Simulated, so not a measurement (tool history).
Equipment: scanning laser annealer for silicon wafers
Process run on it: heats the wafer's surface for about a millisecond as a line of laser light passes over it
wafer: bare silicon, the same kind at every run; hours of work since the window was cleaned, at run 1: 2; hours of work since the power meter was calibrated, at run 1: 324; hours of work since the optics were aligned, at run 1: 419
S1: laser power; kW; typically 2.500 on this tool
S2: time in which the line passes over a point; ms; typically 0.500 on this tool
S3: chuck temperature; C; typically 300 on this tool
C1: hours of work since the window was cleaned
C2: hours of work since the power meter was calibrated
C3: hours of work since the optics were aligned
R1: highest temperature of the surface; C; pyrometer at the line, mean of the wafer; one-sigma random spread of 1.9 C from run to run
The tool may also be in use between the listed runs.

run,hour,S1,S2,S3,C1,C2,C3,R1
1,0.0,2.500,0.500,300,2,324,419,1104
2,8.5,2.500,0.500,300,7,329,424,1104
3,17.8,2.500,0.500,300,13,334,430,1106
4,26.4,2.500,0.500,300,18,340,435,1103
5,45.5,2.500,0.500,300,30,351,447,1105
6,58.1,2.500,0.433,300,37,359,454,1051
7,67.9,2.639,0.500,300,43,365,460,1151
8,77.5,2.639,0.500,300,49,371,466,1146
9,86.9,2.639,0.500,300,55,376,472,1151
10,105.5,2.500,0.511,300,66,388,483,1107
11,120.6,2.500,0.500,300,75,397,492,1104
12,131.5,2.500,0.500,300,82,403,499,1097
13,151.7,2.500,0.500,300,94,416,511,1099
14,168.0,2.500,0.500,300,104,425,521,1101
15,182.8,2.500,0.500,300,113,434,530,1099
16,200.2,2.500,0.500,300,123,445,540,1095
17,215.7,2.500,0.460,300,133,454,550,1068
18,231.2,2.500,0.404,300,142,464,559,1026
19,241.4,2.287,0.500,298,148,470,565,1021
20,253.2,2.287,0.500,304,156,477,572,1027
21,271.3,2.274,0.484,326,167,488,583,1034
22,282.4,2.274,0.417,326,173,495,590,991
23,298.6,2.274,0.417,326,183,504,600,988
24,309.1,2.500,0.536,300,189,511,606,1117
25,327.0,2.500,0.536,300,200,522,617,1115
26,344.0,2.500,0.435,330,211,532,627,1074
27,355.8,2.500,0.435,330,218,539,635,1072
28,371.8,2.447,0.500,300,227,549,644,1068
29,380.1,2.594,0.354,315,232,554,649,1019
30,397.5,2.478,0.514,308,243,564,660,1097
31,411.3,2.132,0.414,283,251,573,668,896
32,429.5,2.722,0.385,301,262,584,679,1073
33,442.0,2.722,0.385,301,270,591,687,1071
34,453.1,2.722,0.385,301,277,598,693,1071
35,467.8,2.392,0.616,335,285,607,702,1154
36,483.5,2.392,0.431,335,295,616,712,1033

Branching from run 36: 3 alternative next runs. What would each branch give?
A,502.4,2.524,0.441,300,306,628,723,?
B,502.4,2.500,0.532,338,306,628,723,?
C,502.4,2.560,0.431,335,306,628,723,?

run,R1
A,1049
B,1140
C,1089
Stripped of hidden state, with their random variation kept, the same runs would have yielded:
run,R1
A,1075
B,1168
C,1115
